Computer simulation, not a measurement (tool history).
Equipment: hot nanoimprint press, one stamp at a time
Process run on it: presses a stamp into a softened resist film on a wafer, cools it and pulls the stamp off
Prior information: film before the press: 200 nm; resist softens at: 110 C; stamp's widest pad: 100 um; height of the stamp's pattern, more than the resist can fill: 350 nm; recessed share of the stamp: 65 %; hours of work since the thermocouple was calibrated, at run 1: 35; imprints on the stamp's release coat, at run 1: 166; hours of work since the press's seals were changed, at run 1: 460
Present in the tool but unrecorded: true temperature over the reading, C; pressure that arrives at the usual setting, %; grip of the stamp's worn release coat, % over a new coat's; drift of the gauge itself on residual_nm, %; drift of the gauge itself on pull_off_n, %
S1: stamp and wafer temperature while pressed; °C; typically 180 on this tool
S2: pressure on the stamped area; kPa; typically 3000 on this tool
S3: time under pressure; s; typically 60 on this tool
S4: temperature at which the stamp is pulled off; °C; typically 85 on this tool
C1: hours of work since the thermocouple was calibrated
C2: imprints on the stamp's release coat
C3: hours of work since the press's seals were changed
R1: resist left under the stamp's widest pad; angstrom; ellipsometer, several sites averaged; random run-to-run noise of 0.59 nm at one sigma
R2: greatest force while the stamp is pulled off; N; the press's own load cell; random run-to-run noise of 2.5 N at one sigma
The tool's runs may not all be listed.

Run 1, hour 0: usual settings; C1 35; C2 166; C3 460. Result: R1 735 angstrom, R2 112 N.
Run 2, hour 51.7: usual settings; C1 63; C2 304; C3 489. Result: R1 723 angstrom, R2 124 N.
Run 3, hour 124.2: usual settings; C1 104; C2 497; C3 529. Result: R1 731 angstrom, R2 123 N.
Run 4, hour 177.1: usual settings; C1 133; C2 637; C3 559. Result: R1 719 angstrom, R2 127 N.
Run 5, hour 255: usual settings but S1 173 °C; C1 176; C2 844; C3 602. Result: R1 955 angstrom, R2 134 N.
Run 6, hour 329.5: usual settings but S1 173 °C; C1 218; C2 1042; C3 644. Result: R1 953 angstrom, R2 140 N.
Run 7, hour 404.3: usual settings but S1 173 °C, S2 2910 kPa; C1 260; C2 1242; C3 685. Result: R1 974 angstrom, R2 144 N.
Run 8, hour 453.3: usual settings but S1 173 °C, S2 2910 kPa; C1 287; C2 1372; C3 712. Result: R1 952 angstrom, R2 149 N.
Run 9, hour 516.2: usual settings but S1 173 °C, S2 2910 kPa; C1 322; C2 1539; C3 747. Result: R1 963 angstrom, R2 151 N.
Run 10, hour 581.9: usual settings but S1 188 °C; C1 358; C2 1714; C3 784. Result: R1 511 angstrom, R2 158 N.
Run 11, hour 629.4: usual settings but S1 188 °C; C1 385; C2 1840; C3 810. Result: R1 517 angstrom, R2 164 N.
At hour 692.1: plate thermocouple calibrated.
Run 12, hour 702.6: usual settings; C1 6; C2 2027; C3 849. Result: R1 746 angstrom, R2 171 N.
Run 13, hour 741.8: usual settings but S2 2300 kPa; C1 28; C2 2131; C3 871. Result: R1 839 angstrom, R2 174 N.
Run 14, hour 794.4: usual settings but S2 2300 kPa; C1 57; C2 2271; C3 900. Result: R1 840 angstrom, R2 169 N.
Run 15, hour 836.4: usual settings but S2 2300 kPa; C1 80; C2 2383; C3 924. Result: R1 832 angstrom, R2 180 N.
At hour 888.2: stamp cleaned and given a new release coat.
Run 16, hour 909.7: usual settings but S1 186 °C, S3 110 s, S4 93 °C; C1 118; C2 57; C3 961. Result: R1 448 angstrom, R2 106 N.
Run 17, hour 980.2: usual settings but S1 171 °C, S2 1990 kPa, S3 32 s, S4 89 °C; C1 157; C2 244; C3 1000. Result: R1 1455 angstrom, R2 117 N.
Run 18, hour 1043.6: usual settings but S2 2490 kPa; C1 192; C2 413; C3 1036. Result: R1 806 angstrom, R2 125 N.
Run 19, hour 1105.2: usual settings but S1 171 °C, S2 2300 kPa, S3 35 s, S4 74 °C; C1 226; C2 577; C3 1070. Result: R1 1366 angstrom, R2 133 N.
Run 20, hour 1152.9: usual settings but S2 2130 kPa, S4 91 °C; C1 253; C2 703; C3 1096. Result: R1 845 angstrom, R2 124 N.
Run 21, hour 1210.1: usual settings but S2 3030 kPa; C1 285; C2 855; C3 1128. Result: R1 714 angstrom, R2 134 N.
Run 22, hour 1257.2: usual settings but S2 3030 kPa; C1 311; C2 981; C3 1155. Result: R1 723 angstrom, R2 143 N.

What will run 23 give?
Run 23, hour 1335.6: usual settings but S1 181 °C, S2 3480 kPa; C1 355; C2 1189; C3 1198. Result: R1 ?, R2 ?.

Run 23 gave R1 641 angstrom, R2 139 N.
Without the tool's hidden state the same run would have given R1 626 angstrom, R2 109 N.
